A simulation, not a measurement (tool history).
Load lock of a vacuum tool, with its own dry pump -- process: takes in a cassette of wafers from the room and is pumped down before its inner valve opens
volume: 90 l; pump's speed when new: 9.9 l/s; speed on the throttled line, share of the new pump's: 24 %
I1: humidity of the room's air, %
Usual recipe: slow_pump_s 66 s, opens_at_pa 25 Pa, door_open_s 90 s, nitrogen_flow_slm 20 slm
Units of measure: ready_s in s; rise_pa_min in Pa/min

run 1 hour=0.0 | slow_pump_s=66 opens_at_pa=25 door_open_s=90 nitrogen_flow_slm=20 | I1=45.5 | ready_s=135.7 rise_pa_min=0.303
run 2 hour=289.6 | slow_pump_s=66 opens_at_pa=25 door_open_s=90 nitrogen_flow_slm=20 | I1=49.3 | ready_s=135.6 rise_pa_min=0.321
run 3 hour=537.9 | slow_pump_s=66 opens_at_pa=25 door_open_s=90 nitrogen_flow_slm=20 | I1=45.9 | ready_s=135.3 rise_pa_min=0.339
run 4 hour=757.8 | slow_pump_s=82 opens_at_pa=25 door_open_s=90 nitrogen_flow_slm=20 | I1=44.7 | ready_s=147.5 rise_pa_min=0.351
run 5 hour=1210.6 | slow_pump_s=66 opens_at_pa=25 door_open_s=90 nitrogen_flow_slm=20 | I1=44.6 | ready_s=135.5 rise_pa_min=0.373
run 6 hour=1704.1 | slow_pump_s=66 opens_at_pa=25 door_open_s=90 nitrogen_flow_slm=20 | I1=48.8 | ready_s=135.7 rise_pa_min=0.422
run 7 hour=1968.7 | slow_pump_s=66 opens_at_pa=25 door_open_s=90 nitrogen_flow_slm=20 | I1=43.5 | ready_s=137.6 rise_pa_min=0.440
run 8 hour=2204.9 | slow_pump_s=66 opens_at_pa=25 door_open_s=90 nitrogen_flow_slm=20 | I1=43.2 | ready_s=138.1 rise_pa_min=0.453
run 9 hour=2689.1 | slow_pump_s=66 opens_at_pa=25 door_open_s=90 nitrogen_flow_slm=20 | I1=43.0 | ready_s=137.0 rise_pa_min=0.487
run 10 hour=3144.3 | slow_pump_s=66 opens_at_pa=21 door_open_s=90 nitrogen_flow_slm=20 | I1=45.8 | ready_s=139.4 rise_pa_min=0.516
run 11 hour=3376.3 | slow_pump_s=66 opens_at_pa=21 door_open_s=90 nitrogen_flow_slm=20 | I1=43.8 | ready_s=139.6 rise_pa_min=0.539
run 12 hour=3852.3 | slow_pump_s=66 opens_at_pa=21 door_open_s=90 nitrogen_flow_slm=20 | I1=48.8 | ready_s=141.4 rise_pa_min=0.585
run 13 hour=4190.8 | slow_pump_s=66 opens_at_pa=21 door_open_s=90 nitrogen_flow_slm=20 | I1=50.0 | ready_s=140.9 rise_pa_min=0.614
-- hour=4610.1 door's seal changed, seat wiped
run 14 hour=4656.6 | slow_pump_s=66 opens_at_pa=25 door_open_s=90 nitrogen_flow_slm=20 | I1=43.0 | ready_s=139.8 rise_pa_min=0.016
run 15 hour=5063.7 | slow_pump_s=66 opens_at_pa=25 door_open_s=90 nitrogen_flow_slm=20 | I1=48.1 | ready_s=140.4 rise_pa_min=0.028
run 16 hour=5381.8 | slow_pump_s=66 opens_at_pa=25 door_open_s=90 nitrogen_flow_slm=20 | I1=43.2 | ready_s=140.4 rise_pa_min=0.037
run 17 hour=5890.0 | slow_pump_s=66 opens_at_pa=31 door_open_s=90 nitrogen_flow_slm=20 | I1=45.8 | ready_s=139.3 rise_pa_min=0.049
run 18 hour=6119.1 | slow_pump_s=66 opens_at_pa=31 door_open_s=90 nitrogen_flow_slm=20 | I1=46.1 | ready_s=138.9 rise_pa_min=0.054
-- hour=6152.6 dry pump taken out, an overhauled one fitted
run 19 hour=6365.1 | slow_pump_s=66 opens_at_pa=31 door_open_s=90 nitrogen_flow_slm=20 | I1=46.5 | ready_s=122.7 rise_pa_min=0.055
run 20 hour=6797.6 | slow_pump_s=66 opens_at_pa=31 door_open_s=90 nitrogen_flow_slm=20 | I1=41.8 | ready_s=124.0 rise_pa_min=0.071
run 21 hour=7173.3 | slow_pump_s=66 opens_at_pa=31 door_open_s=81 nitrogen_flow_slm=20 | I1=46.7 | ready_s=123.8 rise_pa_min=0.079
run 22 hour=7640.2 | slow_pump_s=66 opens_at_pa=23 door_open_s=90 nitrogen_flow_slm=20 | I1=44.1 | ready_s=125.3 rise_pa_min=0.100
run 23 hour=7912.5 | slow_pump_s=56 opens_at_pa=25 door_open_s=39 nitrogen_flow_slm=20 | I1=45.1 | ready_s=118.7 rise_pa_min=0.101
run 24 hour=8420.6 | slow_pump_s=36 opens_at_pa=30 door_open_s=90 nitrogen_flow_slm=9 | I1=43.0 | ready_s=103.4 rise_pa_min=0.142
run 25 hour=8669.0 | slow_pump_s=36 opens_at_pa=30 door_open_s=79 nitrogen_flow_slm=9 | I1=47.4 | ready_s=102.2 rise_pa_min=0.156
run 26 hour=8887.2 | slow_pump_s=36 opens_at_pa=30 door_open_s=79 nitrogen_flow_slm=9 | I1=43.6 | ready_s=102.2 rise_pa_min=0.151
run 27 hour=9105.6 | slow_pump_s=36 opens_at_pa=30 door_open_s=79 nitrogen_flow_slm=9 | I1=45.1 | ready_s=102.0 rise_pa_min=0.170
run 28 hour=9357.0 | slow_pump_s=73 opens_at_pa=25 door_open_s=90 nitrogen_flow_slm=20 | I1=48.7 | ready_s=132.7 rise_pa_min=0.180
run 29 hour=9652.5 | slow_pump_s=66 opens_at_pa=39 door_open_s=90 nitrogen_flow_slm=20 | I1=45.1 | ready_s=123.8 rise_pa_min=0.184
run 30 hour=10116.1 | slow_pump_s=66 opens_at_pa=35 door_open_s=89 nitrogen_flow_slm=22 | I1=47.5 | ready_s=126.5 rise_pa_min=0.204
run 31 hour=10452.3 | slow_pump_s=89 opens_at_pa=25 door_open_s=151 nitrogen_flow_slm=20 | I1=41.4 | ready_s=147.9 rise_pa_min=0.226
run 32 hour=10832.1 | slow_pump_s=60 opens_at_pa=25 door_open_s=44 nitrogen_flow_slm=16 | I1=47.2 | ready_s=124.4 rise_pa_min=0.244
run 33 hour=11207.2 | slow_pump_s=60 opens_at_pa=25 door_open_s=44 nitrogen_flow_slm=23 | I1=50.9 | ready_s=123.4 rise_pa_min=0.268
run 34 hour=11625.0 | slow_pump_s=101 opens_at_pa=25 door_open_s=40 nitrogen_flow_slm=23 | I1=49.1 | ready_s=154.7 rise_pa_min=0.290
run 35 hour=11955.3 | slow_pump_s=103 opens_at_pa=25 door_open_s=38 nitrogen_flow_slm=8 | I1=43.8 | ready_s=157.7 rise_pa_min=0.325
run 36 hour=12334.1 | slow_pump_s=44 opens_at_pa=25 door_open_s=130 nitrogen_flow_slm=20 | I1=46.2 | ready_s=113.6 rise_pa_min=0.340
run 37 hour=12668.9 | slow_pump_s=44 opens_at_pa=25 door_open_s=130 nitrogen_flow_slm=15 | I1=43.9 | ready_s=114.5 rise_pa_min=0.375
run 38 hour=12996.9 | slow_pump_s=72 opens_at_pa=25 door_open_s=90 nitrogen_flow_slm=20 | I1=44.4 | ready_s=134.6 rise_pa_min=0.379

Predict each of these 3 candidate next runs independently; none follows another, all start after run 38:
run A hour=13423.4 | slow_pump_s=85 opens_at_pa=24 door_open_s=107 nitrogen_flow_slm=20 | I1=45.9 | ready_s=? rise_pa_min=?
run B hour=13423.4 | slow_pump_s=46 opens_at_pa=30 door_open_s=90 nitrogen_flow_slm=35 | I1=44.4 | ready_s=? rise_pa_min=?
run C hour=13423.4 | slow_pump_s=38 opens_at_pa=25 door_open_s=90 nitrogen_flow_slm=20 | I1=43.9 | ready_s=? rise_pa_min=?

run=A ready_s=144.2 rise_pa_min=0.429
run=B ready_s=114.1 rise_pa_min=0.416
run=C ready_s=110.8 rise_pa_min=0.427
With the hidden condition removed and each run's random variation left untouched, the same runs would have given:
run=A ready_s=139.3 rise_pa_min=0.026
run=B ready_s=108.5 rise_pa_min=0.015
run=C ready_s=104.9 rise_pa_min=0.023
